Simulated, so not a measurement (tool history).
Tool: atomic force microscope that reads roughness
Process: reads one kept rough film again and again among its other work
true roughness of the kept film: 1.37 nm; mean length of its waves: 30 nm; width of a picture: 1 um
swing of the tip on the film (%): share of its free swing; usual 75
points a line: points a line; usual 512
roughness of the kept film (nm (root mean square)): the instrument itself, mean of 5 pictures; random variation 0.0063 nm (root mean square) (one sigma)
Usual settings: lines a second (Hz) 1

run   hour  lines a second (Hz)  swing of the tip on the film (%)  points a line  roughness of the kept film (nm (root mean square))
  1      0                    1                                75            512                                               1.204
  2      4                 2.27                                75            512                                               1.135
  3    8.5                    1                                75            599                                               1.183
  4   15.9                    1                                75            599                                               1.175
  5   20.1                    1                                75            512                                               1.171
  6     24                    1                                75            512                                               1.184
  7   30.5                    1                                81            512                                               1.156
  8   37.4                    1                                81            512                                               1.151
  9   41.1                    1                                75            559                                               1.168
 10   49.5                    1                                75            559                                               1.157
 11     56                    1                                75            559                                               1.164
 12     61                    1                                75            512                                               1.158
 13   67.1                    1                                75            512                                               1.146
      68.7  -- height scale calibrated on a step standard
 14   72.7                    1                                75            512                                               1.138
 15   77.2                    1                                75            512                                               1.145
 16   82.8                    1                                75            270                                               1.129
 17   91.3                    1                                75            270                                               1.121
 18   96.6                    1                                75            270                                               1.124
     101.5  -- height scale calibrated on a step standard, once more
 19  105.7                    1                                75            270                                               1.121
 20  111.4                    1                                75            270                                                1.12
 21  119.4                    1                                75            859                                               1.121
     124.9  -- new tip fitted
 22  124.9                    1                                75            859                                               1.239
 23  131.1                    1                                75            859                                               1.222
 24  136.6                    1                                75            859                                               1.233
 25    144                    1                                75            859                                               1.202
 26  150.8                    1                                86            617                                               1.176
 27  156.8                    1                                86            617                                               1.181
 28  164.7                    1                                86            617                                               1.167
 29  172.2                    1                                75            493                                               1.196
 30  178.6                    1                                65            347                                               1.199
 31  187.1                 1.12                                69            512                                               1.204
 32  194.8                 2.91                                68            418                                               1.131
 33  199.3                    1                                75            547                                                1.18
 34  207.8                    1                                75            547                                               1.175
 35  216.8                    1                                75            259                                               1.154
 36  223.7                    1                                74            512                                               1.162
 37  230.1                 1.68                                58            512                                               1.175
 38  237.2                 1.68                                58            512                                               1.172
 39  245.2                 1.12                                59            772                                               1.186
 40  254.3                 2.35                                59            331                                               1.155
 41  263.2                 2.35                                81            627                                               1.051
 42    271                 2.35                                81            627                                               1.042
 43  278.2                 2.35                                81            627                                               1.042
 44  286.7                 0.79                                82            821                                               1.133
 45  294.1                 0.79                                82            821                                               1.128
 46  297.9                    1                                70            512                                               1.129
 47  304.9                    1                                75            768                                               1.128

Forecast each of these 4 alternatives for the next run:
     309.6  -- new tip fitted
  A   312                    1                                65            667                                                   ?
     309.6  -- new tip fitted
  B   312                 1.27                                75            512                                                   ?
     309.6  -- new tip fitted
  C   312                    1                                75            355                                                   ?
     309.6  -- new tip fitted
  D   312                  2.2                                75            281                                                   ?

run  roughness of the kept film (nm (root mean square))
  A                                               1.248
  B                                               1.195
  C                                               1.202
  D                                               1.156
Without the tool's hidden state the same runs would have given:
run  roughness of the kept film (nm (root mean square))
  A                                               1.256
  B                                               1.203
  C                                                1.21
  D                                               1.164
